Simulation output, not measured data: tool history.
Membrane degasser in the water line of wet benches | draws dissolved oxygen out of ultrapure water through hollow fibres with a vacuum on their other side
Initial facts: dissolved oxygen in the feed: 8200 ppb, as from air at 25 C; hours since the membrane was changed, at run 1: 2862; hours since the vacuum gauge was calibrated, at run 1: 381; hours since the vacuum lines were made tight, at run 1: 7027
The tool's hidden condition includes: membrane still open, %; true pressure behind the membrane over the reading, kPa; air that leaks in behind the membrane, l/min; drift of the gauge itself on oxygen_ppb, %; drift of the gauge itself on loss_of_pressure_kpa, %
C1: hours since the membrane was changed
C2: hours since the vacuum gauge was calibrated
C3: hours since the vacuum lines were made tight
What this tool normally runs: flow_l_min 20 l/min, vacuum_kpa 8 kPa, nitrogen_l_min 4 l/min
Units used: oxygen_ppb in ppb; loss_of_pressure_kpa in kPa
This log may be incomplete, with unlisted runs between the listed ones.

run 1 hour=0 | flow_l_min=20 vacuum_kpa=8 nitrogen_l_min=4 | C1=2862 C2=381 C3=7027 | oxygen_ppb=111.7 loss_of_pressure_kpa=33.57
run 2 hour=75.4 | flow_l_min=20 vacuum_kpa=8 nitrogen_l_min=4 | C1=2937 C2=456 C3=7102 | oxygen_ppb=111.4 loss_of_pressure_kpa=33.54
run 3 hour=150.5 | flow_l_min=20 vacuum_kpa=8 nitrogen_l_min=4 | C1=3012 C2=531 C3=7177 | oxygen_ppb=113 loss_of_pressure_kpa=33.72
run 4 hour=251.2 | flow_l_min=20 vacuum_kpa=8 nitrogen_l_min=4 | C1=3113 C2=632 C3=7278 | oxygen_ppb=111.5 loss_of_pressure_kpa=33.81
run 5 hour=313.1 | flow_l_min=20 vacuum_kpa=8 nitrogen_l_min=4 | C1=3175 C2=694 C3=7340 | oxygen_ppb=112.3 loss_of_pressure_kpa=33.77
run 6 hour=415.8 | flow_l_min=20 vacuum_kpa=8 nitrogen_l_min=4 | C1=3278 C2=797 C3=7443 | oxygen_ppb=114 loss_of_pressure_kpa=33.62
run 7 hour=477.1 | flow_l_min=20 vacuum_kpa=8 nitrogen_l_min=4 | C1=3339 C2=858 C3=7504 | oxygen_ppb=112.9 loss_of_pressure_kpa=33.6
run 8 hour=544.2 | flow_l_min=18 vacuum_kpa=8 nitrogen_l_min=4 | C1=3406 C2=925 C3=7571 | oxygen_ppb=86.7 loss_of_pressure_kpa=30.27
run 9 hour=591.9 | flow_l_min=18 vacuum_kpa=8 nitrogen_l_min=4 | C1=3454 C2=973 C3=7619 | oxygen_ppb=85.4 loss_of_pressure_kpa=30.1
run 10 hour=635.1 | flow_l_min=18 vacuum_kpa=8 nitrogen_l_min=4 | C1=3497 C2=1016 C3=7662 | oxygen_ppb=85.7 loss_of_pressure_kpa=30.39
-- hour=653.2 seals of the vacuum lines changed
run 11 hour=682 | flow_l_min=18 vacuum_kpa=8 nitrogen_l_min=4 | C1=3542 C2=1061 C3=29 | oxygen_ppb=86.4 loss_of_pressure_kpa=30.02
run 12 hour=779.9 | flow_l_min=29 vacuum_kpa=5.79 nitrogen_l_min=4 | C1=3640 C2=1159 C3=127 | oxygen_ppb=262.5 loss_of_pressure_kpa=48.81
run 13 hour=878.8 | flow_l_min=20 vacuum_kpa=14.44 nitrogen_l_min=8.39 | C1=3739 C2=1258 C3=226 | oxygen_ppb=116.3 loss_of_pressure_kpa=33.44
run 14 hour=956.3 | flow_l_min=23 vacuum_kpa=8 nitrogen_l_min=10.11 | C1=3816 C2=1335 C3=303 | oxygen_ppb=123.8 loss_of_pressure_kpa=38.77
run 15 hour=1051.5 | flow_l_min=20 vacuum_kpa=11.96 nitrogen_l_min=4 | C1=3911 C2=1430 C3=398 | oxygen_ppb=161 loss_of_pressure_kpa=33.37
run 16 hour=1156.4 | flow_l_min=27 vacuum_kpa=18.89 nitrogen_l_min=4 | C1=4016 C2=1535 C3=503 | oxygen_ppb=414.5 loss_of_pressure_kpa=45.55
run 17 hour=1245.7 | flow_l_min=13 vacuum_kpa=18.89 nitrogen_l_min=9.38 | C1=4106 C2=1625 C3=593 | oxygen_ppb=59.1 loss_of_pressure_kpa=21.46
run 18 hour=1311.5 | flow_l_min=23 vacuum_kpa=14.73 nitrogen_l_min=4.25 | C1=4171 C2=1690 C3=658 | oxygen_ppb=239.1 loss_of_pressure_kpa=39

Consider 4 possible next runs. They are alternatives, not a sequence: every one starts from the tool as it was left by run 18. What does each give?
run A hour=1402.7 | flow_l_min=18 vacuum_kpa=8 nitrogen_l_min=4.81 | C1=4263 C2=1782 C3=750 | oxygen_ppb=? loss_of_pressure_kpa=?
run B hour=1402.7 | flow_l_min=17 vacuum_kpa=11.34 nitrogen_l_min=7.92 | C1=4263 C2=1782 C3=750 | oxygen_ppb=? loss_of_pressure_kpa=?
run C hour=1402.7 | flow_l_min=23 vacuum_kpa=12.82 nitrogen_l_min=4.25 | C1=4263 C2=1782 C3=750 | oxygen_ppb=? loss_of_pressure_kpa=?
run D hour=1402.7 | flow_l_min=23 vacuum_kpa=10.5 nitrogen_l_min=4.25 | C1=4263 C2=1782 C3=750 | oxygen_ppb=? loss_of_pressure_kpa=?

run=A oxygen_ppb=77.8 loss_of_pressure_kpa=30.24
run=B oxygen_ppb=68.8 loss_of_pressure_kpa=28.5
run=C oxygen_ppb=221.7 loss_of_pressure_kpa=38.57
run=D oxygen_ppb=192.7 loss_of_pressure_kpa=38.74
Had the tool no hidden state, the same runs would have come out as:
run=A oxygen_ppb=77.7 loss_of_pressure_kpa=30.23
run=B oxygen_ppb=68.7 loss_of_pressure_kpa=28.49
run=C oxygen_ppb=221.6 loss_of_pressure_kpa=38.56
run=D oxygen_ppb=192.5 loss_of_pressure_kpa=38.72
